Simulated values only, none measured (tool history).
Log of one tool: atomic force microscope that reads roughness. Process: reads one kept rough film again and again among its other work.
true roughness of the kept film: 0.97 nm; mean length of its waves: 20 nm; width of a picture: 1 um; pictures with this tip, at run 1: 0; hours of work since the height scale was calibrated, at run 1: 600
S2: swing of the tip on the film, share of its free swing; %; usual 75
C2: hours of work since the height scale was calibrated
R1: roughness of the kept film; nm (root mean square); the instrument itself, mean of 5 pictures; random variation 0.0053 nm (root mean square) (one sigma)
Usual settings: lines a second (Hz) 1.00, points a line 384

{"run": 1, "day": 0.0, "lines a second (Hz)": 1.0, "S2": 75, "points a line": 384, "pictures with this tip": 0, "C2": 600, "R1": 0.867}
{"run": 2, "day": 3.067, "lines a second (Hz)": 1.0, "S2": 75, "points a line": 384, "pictures with this tip": 107, "C2": 638, "R1": 0.866}
{"run": 3, "day": 4.729, "lines a second (Hz)": 3.21, "S2": 75, "points a line": 384, "pictures with this tip": 165, "C2": 658, "R1": 0.792}
{"run": 4, "day": 6.175, "lines a second (Hz)": 3.21, "S2": 75, "points a line": 384, "pictures with this tip": 216, "C2": 676, "R1": 0.789}
{"day": 7.767, "done": "new tip fitted"}
{"run": 5, "day": 9.229, "lines a second (Hz)": 3.21, "S2": 75, "points a line": 384, "pictures with this tip": 51, "C2": 713, "R1": 0.788}
{"run": 6, "day": 10.762, "lines a second (Hz)": 3.21, "S2": 75, "points a line": 384, "pictures with this tip": 105, "C2": 732, "R1": 0.789}
{"run": 7, "day": 13.346, "lines a second (Hz)": 3.21, "S2": 75, "points a line": 384, "pictures with this tip": 195, "C2": 763, "R1": 0.788}
{"run": 8, "day": 14.692, "lines a second (Hz)": 1.0, "S2": 75, "points a line": 384, "pictures with this tip": 242, "C2": 780, "R1": 0.872}
{"day": 15.367, "done": "new tip fitted"}
{"run": 9, "day": 17.662, "lines a second (Hz)": 1.0, "S2": 75, "points a line": 384, "pictures with this tip": 80, "C2": 816, "R1": 0.873}
{"run": 10, "day": 19.367, "lines a second (Hz)": 1.0, "S2": 75, "points a line": 384, "pictures with this tip": 139, "C2": 837, "R1": 0.873}
{"run": 11, "day": 22.571, "lines a second (Hz)": 1.0, "S2": 75, "points a line": 384, "pictures with this tip": 251, "C2": 876, "R1": 0.859}
{"day": 23.029, "done": "new tip fitted"}
{"run": 12, "day": 24.367, "lines a second (Hz)": 1.0, "S2": 75, "points a line": 384, "pictures with this tip": 47, "C2": 898, "R1": 0.873}
{"run": 13, "day": 26.962, "lines a second (Hz)": 1.0, "S2": 75, "points a line": 384, "pictures with this tip": 137, "C2": 930, "R1": 0.866}
{"run": 14, "day": 29.346, "lines a second (Hz)": 1.0, "S2": 75, "points a line": 384, "pictures with this tip": 220, "C2": 959, "R1": 0.864}
{"day": 30.562, "done": "new tip fitted"}
{"run": 15, "day": 32.554, "lines a second (Hz)": 1.0, "S2": 75, "points a line": 384, "pictures with this tip": 70, "C2": 998, "R1": 0.872}
{"run": 16, "day": 35.058, "lines a second (Hz)": 1.0, "S2": 75, "points a line": 384, "pictures with this tip": 157, "C2": 1028, "R1": 0.868}
{"run": 17, "day": 37.275, "lines a second (Hz)": 1.0, "S2": 75, "points a line": 384, "pictures with this tip": 234, "C2": 1056, "R1": 0.871}
{"day": 38.162, "done": "new tip fitted"}
{"run": 18, "day": 40.258, "lines a second (Hz)": 2.08, "S2": 73, "points a line": 384, "pictures with this tip": 73, "C2": 1092, "R1": 0.833}
{"run": 19, "day": 42.083, "lines a second (Hz)": 2.08, "S2": 73, "points a line": 384, "pictures with this tip": 136, "C2": 1114, "R1": 0.835}
{"run": 20, "day": 45.196, "lines a second (Hz)": 1.12, "S2": 76, "points a line": 384, "pictures with this tip": 245, "C2": 1152, "R1": 0.855}
{"day": 45.958, "done": "new tip fitted"}
{"run": 21, "day": 48.275, "lines a second (Hz)": 1.12, "S2": 76, "points a line": 384, "pictures with this tip": 81, "C2": 1190, "R1": 0.864}
{"run": 22, "day": 51.454, "lines a second (Hz)": 1.0, "S2": 80, "points a line": 384, "pictures with this tip": 191, "C2": 1229, "R1": 0.857}
{"day": 53.492, "done": "new tip fitted"}
{"run": 23, "day": 53.904, "lines a second (Hz)": 1.0, "S2": 80, "points a line": 384, "pictures with this tip": 14, "C2": 1258, "R1": 0.868}
{"run": 24, "day": 57.096, "lines a second (Hz)": 1.0, "S2": 72, "points a line": 384, "pictures with this tip": 125, "C2": 1297, "R1": 0.877}
{"run": 25, "day": 59.867, "lines a second (Hz)": 3.47, "S2": 55, "points a line": 821, "pictures with this tip": 222, "C2": 1331, "R1": 0.878}
{"day": 61.042, "done": "new tip fitted"}
{"run": 26, "day": 62.7, "lines a second (Hz)": 1.75, "S2": 64, "points a line": 475, "pictures with this tip": 58, "C2": 1366, "R1": 0.874}
{"run": 27, "day": 65.108, "lines a second (Hz)": 1.75, "S2": 64, "points a line": 475, "pictures with this tip": 142, "C2": 1395, "R1": 0.874}
{"run": 28, "day": 67.4, "lines a second (Hz)": 1.75, "S2": 64, "points a line": 475, "pictures with this tip": 222, "C2": 1423, "R1": 0.876}
{"day": 68.696, "done": "new tip fitted"}
{"run": 29, "day": 68.796, "lines a second (Hz)": 1.75, "S2": 64, "points a line": 495, "pictures with this tip": 3, "C2": 1440, "R1": 0.875}
{"run": 30, "day": 71.679, "lines a second (Hz)": 1.75, "S2": 64, "points a line": 495, "pictures with this tip": 104, "C2": 1475, "R1": 0.875}

3 ways to go on from here, each from the tool as it stands after run 30. What would each give?
{"run": "A", "day": 74.754, "lines a second (Hz)": 1.22, "S2": 64, "points a line": 324, "pictures with this tip": 211, "C2": 1513, "R1": "?"}
{"run": "B", "day": 74.754, "lines a second (Hz)": 1.75, "S2": 78, "points a line": 335, "pictures with this tip": 211, "C2": 1513, "R1": "?"}
{"run": "C", "day": 74.754, "lines a second (Hz)": 1.75, "S2": 66, "points a line": 495, "pictures with this tip": 211, "C2": 1513, "R1": "?"}

run=A R1=0.871
run=B R1=0.819
run=C R1=0.867
Without the tool's hidden state the same runs would have given:
run=A R1=0.874
run=B R1=0.823
run=C R1=0.870

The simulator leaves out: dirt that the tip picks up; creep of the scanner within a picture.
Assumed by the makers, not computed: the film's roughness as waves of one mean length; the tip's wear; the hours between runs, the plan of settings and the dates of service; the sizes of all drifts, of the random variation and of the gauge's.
